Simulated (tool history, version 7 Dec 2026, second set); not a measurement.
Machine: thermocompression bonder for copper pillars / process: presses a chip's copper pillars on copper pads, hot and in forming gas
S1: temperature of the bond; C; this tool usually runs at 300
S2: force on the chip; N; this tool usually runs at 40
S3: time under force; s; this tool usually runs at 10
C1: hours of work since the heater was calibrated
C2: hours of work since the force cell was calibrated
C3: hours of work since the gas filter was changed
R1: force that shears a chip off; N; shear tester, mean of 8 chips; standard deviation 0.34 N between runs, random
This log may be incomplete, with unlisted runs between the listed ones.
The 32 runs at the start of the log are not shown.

run,hour,S1,S2,S3,C1,C2,C3,R1
33,461.1,277,33,27,731,395,110,44.4
34,478.2,316,40,8,739,403,119,52
35,493.3,299,41,18,747,411,126,57.7
36,509.3,289,40,12,754,419,134,45.8
37,519.8,313,41,19,759,424,139,64.3
38,539.4,315,50,20,769,433,148,71.8
39,548.8,272,39,15,774,438,153,39.1
40,563.6,329,32,8,781,445,160,47.3

Here are 3 independent what-if runs from the current tool condition. What would each one return?
A,573.4,291,32,23,786,450,165,?
B,573.4,324,57,7,786,450,165,?
C,573.4,300,57,8,786,450,165,?

run,R1
A,45.9
B,66.2
C,58.8
Stripped of hidden state, with their random variation kept, the same runs would have yielded:
run,R1
A,48.6
B,70.3
C,62.3
